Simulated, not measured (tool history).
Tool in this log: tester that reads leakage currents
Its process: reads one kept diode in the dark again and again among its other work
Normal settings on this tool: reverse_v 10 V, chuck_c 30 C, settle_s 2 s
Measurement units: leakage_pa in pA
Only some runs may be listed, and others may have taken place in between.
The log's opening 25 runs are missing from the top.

{"run": 26, "hour": 956.6, "reverse_v": 10, "chuck_c": 30, "settle_s": 2.14, "leakage_pa": 238.31}
{"run": 27, "hour": 990.4, "reverse_v": 10, "chuck_c": 22, "settle_s": 2.14, "leakage_pa": 121.27}
{"hour": 1011.2, "done": "probe card cleaned and baked, once more"}
{"run": 28, "hour": 1031.6, "reverse_v": 6.4, "chuck_c": 24, "settle_s": 4.71, "leakage_pa": 100.35}
{"run": 29, "hour": 1063.6, "reverse_v": 19.3, "chuck_c": 54, "settle_s": 0.36, "leakage_pa": 2451.23}
{"run": 30, "hour": 1086.0, "reverse_v": 2, "chuck_c": 30, "settle_s": 2.74, "leakage_pa": 94.9}
{"run": 31, "hour": 1132.0, "reverse_v": 15.4, "chuck_c": 33, "settle_s": 6.3, "leakage_pa": 371.35}
{"run": 32, "hour": 1179.1, "reverse_v": 15.4, "chuck_c": 33, "settle_s": 6.3, "leakage_pa": 371.27}
{"run": 33, "hour": 1230.4, "reverse_v": 10, "chuck_c": 38, "settle_s": 4.05, "leakage_pa": 460.84}
{"run": 34, "hour": 1279.6, "reverse_v": 1.3, "chuck_c": 30, "settle_s": 2, "leakage_pa": 76.32}
{"run": 35, "hour": 1313.6, "reverse_v": 4.9, "chuck_c": 40, "settle_s": 6.32, "leakage_pa": 374.98}
{"run": 36, "hour": 1362.5, "reverse_v": 1.1, "chuck_c": 40, "settle_s": 2.43, "leakage_pa": 170.42}
{"run": 37, "hour": 1407.9, "reverse_v": 1.3, "chuck_c": 57, "settle_s": 2.31, "leakage_pa": 747.64}
{"run": 38, "hour": 1458.8, "reverse_v": 10, "chuck_c": 28, "settle_s": 4.31, "leakage_pa": 192.07}
{"run": 39, "hour": 1504.9, "reverse_v": 10, "chuck_c": 30, "settle_s": 9.33, "leakage_pa": 229.81}

Alternative continuations, all from the tool just after run 39; predict every row:
{"run": "A", "hour": 1554.0, "reverse_v": 10, "chuck_c": 30, "settle_s": 2.98, "leakage_pa": "?"}
{"run": "B", "hour": 1554.0, "reverse_v": 1.1, "chuck_c": 30, "settle_s": 2, "leakage_pa": "?"}
{"run": "C", "hour": 1554.0, "reverse_v": 5.3, "chuck_c": 30, "settle_s": 9.33, "leakage_pa": "?"}
{"run": "D", "hour": 1554.0, "reverse_v": 2.8, "chuck_c": 30, "settle_s": 3.66, "leakage_pa": "?"}

run=A leakage_pa=231.32
run=B leakage_pa=70.65
run=C leakage_pa=164.19
run=D leakage_pa=116.8
Take away the tool's hidden state, keep each run's random variation, and the runs would have read:
run=A leakage_pa=198.42
run=B leakage_pa=61.07
run=C leakage_pa=141.22
run=D leakage_pa=100.71
